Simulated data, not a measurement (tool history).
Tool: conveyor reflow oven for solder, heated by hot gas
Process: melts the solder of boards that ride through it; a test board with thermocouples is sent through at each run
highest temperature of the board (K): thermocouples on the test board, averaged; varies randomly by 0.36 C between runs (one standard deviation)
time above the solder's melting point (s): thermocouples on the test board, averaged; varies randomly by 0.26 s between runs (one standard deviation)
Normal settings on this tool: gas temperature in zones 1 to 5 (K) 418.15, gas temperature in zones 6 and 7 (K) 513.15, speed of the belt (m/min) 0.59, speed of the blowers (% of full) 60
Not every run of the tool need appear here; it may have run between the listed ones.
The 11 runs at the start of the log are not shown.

run,day,gas temperature in zones 1 to 5 (K),gas temperature in zones 6 and 7 (K),speed of the belt (m/min),speed of the blowers (% of full),hours of work since the flux was cleaned out,hours of work since the belt drive was overhauled,hours of work since the thermocouples were changed,highest temperature of the board (K),time above the solder's melting point (s)
12,27.796,427.15,513.15,0.59,60,267,1028,1334,500.45,65.8
13,31.1,427.15,513.15,0.59,60,312,1073,1379,501.05,66.3
# day 32.375: flux residue cleaned out of gas plates and filters
14,34.508,418.15,513.15,0.505,60,29,1116,1423,503.75,75.3
# day 35.654: thermocouples of zones 6 and 7 changed
15,37.154,418.15,513.15,0.505,60,64,1151,20,503.65,75.2
16,40.233,410.15,513.15,0.59,60,106,1193,62,498.15,58.5
17,43.671,418.15,513.15,0.514,60,153,1240,109,502.95,73.5
18,47.008,418.15,513.15,0.514,60,198,1285,155,503.15,73.7
19,48.975,417.15,513.15,0.514,60,225,1312,181,502.75,73.1
20,52.138,425.15,513.15,0.59,60,268,1355,224,500.95,65.2
21,54.508,425.15,513.15,0.59,60,300,1387,257,500.75,64.5
# day 56.65: flux residue cleaned out of gas plates and filters
22,58.142,414.15,511.15,0.59,60,20,1434,303,497.25,59
23,61.017,414.15,511.15,0.59,60,59,1473,343,496.95,59.3
24,63.033,418.15,516.15,0.596,60,87,1501,370,502.65,62.3
25,65.996,419.15,520.15,0.558,55,127,1541,410,506.85,69.6
26,69.267,419.15,520.15,0.558,55,172,1586,455,506.95,69.8
27,73.062,419.15,520.15,0.586,55,224,1637,507,505.55,65.8
28,76.383,419.15,520.15,0.586,55,269,1682,552,505.05,65.4
29,80.242,419.15,520.15,0.586,55,321,1735,604,505.15,65.6
# day 80.971: flux residue cleaned out of gas plates and filters
# day 83.525: belt drive overhauled, speed set with a stopwatch
30,84.029,405.15,527.15,0.63,84,39,7,651,513.05,60.3
31,86.642,405.15,527.15,0.63,84,75,42,686,513.15,60.4

3 ways to go on from here, each from the tool as it stands after run 31. What would each give?
A,90.304,430.15,510.15,0.589,60,125,92,736,?,?
B,90.304,418.15,515.15,0.485,60,125,92,736,?,?
C,90.304,420.15,525.15,0.59,60,125,92,736,?,?

run,highest temperature of the board (K),time above the solder's melting point (s)
A,498.75,65.8
B,506.65,79.7
C,511.35,67.8
Without the tool's hidden state the same runs would have given:
run,highest temperature of the board (K),time above the solder's melting point (s)
A,498.75,65.8
B,506.55,79.6
C,511.25,67.8
